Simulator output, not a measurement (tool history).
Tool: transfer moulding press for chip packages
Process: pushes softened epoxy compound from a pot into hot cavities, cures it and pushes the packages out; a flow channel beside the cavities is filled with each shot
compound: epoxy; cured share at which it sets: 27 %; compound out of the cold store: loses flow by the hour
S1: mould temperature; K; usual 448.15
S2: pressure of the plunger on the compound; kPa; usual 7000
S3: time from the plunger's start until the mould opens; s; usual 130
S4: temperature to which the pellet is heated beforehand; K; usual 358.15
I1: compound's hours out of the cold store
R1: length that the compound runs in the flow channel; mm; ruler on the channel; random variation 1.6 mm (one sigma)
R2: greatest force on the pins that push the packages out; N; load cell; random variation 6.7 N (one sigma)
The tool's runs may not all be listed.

{"run": 1, "day": 0.0, "S1": 448.15, "S2": 7000, "S3": 130, "S4": 358.15, "I1": 37.4, "R1": 728, "R2": 409}
{"run": 2, "day": 0.671, "S1": 448.15, "S2": 7000, "S3": 130, "S4": 358.15, "I1": 29.1, "R1": 741, "R2": 467}
{"run": 3, "day": 1.746, "S1": 448.15, "S2": 7000, "S3": 130, "S4": 358.15, "I1": 29.1, "R1": 742, "R2": 509}
{"day": 1.896, "done": "cavities cleaned with cleaning compound and waxed"}
{"run": 4, "day": 2.962, "S1": 455.15, "S2": 7000, "S3": 130, "S4": 358.15, "I1": 22.4, "R1": 726, "R2": 363}
{"run": 5, "day": 4.142, "S1": 448.15, "S2": 7000, "S3": 130, "S4": 359.15, "I1": 13.1, "R1": 769, "R2": 479}
{"day": 4.8, "done": "cavities cleaned with cleaning compound and waxed"}
{"run": 6, "day": 4.8, "S1": 448.15, "S2": 7000, "S3": 117, "S4": 359.15, "I1": 20.1, "R1": 754, "R2": 310}
{"run": 7, "day": 5.542, "S1": 448.15, "S2": 7000, "S3": 117, "S4": 359.15, "I1": 24.3, "R1": 747, "R2": 413}
{"run": 8, "day": 6.429, "S1": 448.15, "S2": 7000, "S3": 117, "S4": 359.15, "I1": 18, "R1": 757, "R2": 514}
{"run": 9, "day": 7.333, "S1": 448.15, "S2": 7000, "S3": 130, "S4": 358.15, "I1": 37.5, "R1": 720, "R2": 515}
{"day": 7.725, "done": "cavities cleaned with cleaning compound and waxed"}
{"run": 10, "day": 8.104, "S1": 448.15, "S2": 7000, "S3": 130, "S4": 358.15, "I1": 18.3, "R1": 759, "R2": 337}
{"day": 8.271, "done": "mould's thermocouples calibrated"}
{"run": 11, "day": 8.825, "S1": 448.15, "S2": 7000, "S3": 130, "S4": 358.15, "I1": 23.3, "R1": 746, "R2": 423}
{"run": 12, "day": 9.954, "S1": 451.15, "S2": 7000, "S3": 130, "S4": 358.15, "I1": 34.6, "R1": 711, "R2": 445}
{"day": 10.662, "done": "cavities cleaned with cleaning compound and waxed"}
{"run": 13, "day": 10.7, "S1": 448.15, "S2": 7000, "S3": 130, "S4": 358.15, "I1": 27, "R1": 735, "R2": 293}
{"run": 14, "day": 11.454, "S1": 448.15, "S2": 7000, "S3": 130, "S4": 358.15, "I1": 19.3, "R1": 752, "R2": 393}
{"run": 15, "day": 12.308, "S1": 448.15, "S2": 7000, "S3": 164, "S4": 358.15, "I1": 13.9, "R1": 761, "R2": 422}
{"day": 12.929, "done": "mould's thermocouples calibrated, once more"}
{"run": 16, "day": 13.158, "S1": 448.15, "S2": 7000, "S3": 164, "S4": 358.15, "I1": 33.9, "R1": 719, "R2": 459}
{"day": 13.658, "done": "cavities cleaned with cleaning compound and waxed"}
{"run": 17, "day": 14.05, "S1": 448.15, "S2": 7800, "S3": 130, "S4": 358.15, "I1": 23.8, "R1": 777, "R2": 342}
{"run": 18, "day": 14.742, "S1": 448.15, "S2": 5730, "S3": 112, "S4": 358.15, "I1": 18.7, "R1": 677, "R2": 485}
{"run": 19, "day": 15.258, "S1": 454.15, "S2": 7000, "S3": 169, "S4": 361.15, "I1": 38.9, "R1": 687, "R2": 408}
{"run": 20, "day": 16.108, "S1": 448.15, "S2": 6120, "S3": 130, "S4": 350.15, "I1": 26.2, "R1": 684, "R2": 505}
{"day": 16.542, "done": "cavities cleaned with cleaning compound and waxed"}
{"run": 21, "day": 16.671, "S1": 443.15, "S2": 5300, "S3": 162, "S4": 360.15, "I1": 44.8, "R1": 619, "R2": 280}
{"day": 17.104, "done": "plunger's sealing rings changed"}
{"run": 22, "day": 17.675, "S1": 443.15, "S2": 5300, "S3": 162, "S4": 360.15, "I1": 35.4, "R1": 659, "R2": 392}
{"run": 23, "day": 18.35, "S1": 443.15, "S2": 5300, "S3": 162, "S4": 360.15, "I1": 45.2, "R1": 641, "R2": 433}
{"run": 24, "day": 19.329, "S1": 448.15, "S2": 7000, "S3": 131, "S4": 357.15, "I1": 37.1, "R1": 729, "R2": 503}
{"day": 19.562, "done": "cavities cleaned with cleaning compound and waxed"}
{"run": 25, "day": 20.55, "S1": 448.15, "S2": 7000, "S3": 131, "S4": 357.15, "I1": 19.5, "R1": 766, "R2": 403}
{"run": 26, "day": 21.475, "S1": 448.15, "S2": 7000, "S3": 131, "S4": 357.15, "I1": 31.3, "R1": 740, "R2": 477}
{"day": 22.421, "done": "cavities cleaned with cleaning compound and waxed"}
{"run": 27, "day": 22.629, "S1": 455.15, "S2": 7000, "S3": 131, "S4": 357.15, "I1": 12.1, "R1": 753, "R2": 279}
{"run": 28, "day": 23.692, "S1": 444.15, "S2": 7000, "S3": 154, "S4": 358.15, "I1": 39.7, "R1": 736, "R2": 421}

3 ways to go on from here, each from the tool as it stands after run 28. What would each give?
{"run": "A", "day": 24.529, "S1": 448.15, "S2": 7220, "S3": 114, "S4": 358.15, "I1": 33.1, "R1": "?", "R2": "?"}
{"run": "B", "day": 24.529, "S1": 441.15, "S2": 7000, "S3": 147, "S4": 354.15, "I1": 25.6, "R1": "?", "R2": "?"}
{"run": "C", "day": 24.529, "S1": 450.15, "S2": 7000, "S3": 130, "S4": 358.15, "I1": 9.5, "R1": "?", "R2": "?"}

run=A R1=742 R2=550
run=B R1=778 R2=558
run=C R1=770 R2=462
Without the tool's hidden state the same runs would have given:
run=A R1=751 R2=303
run=B R1=787 R2=305
run=C R1=780 R2=257
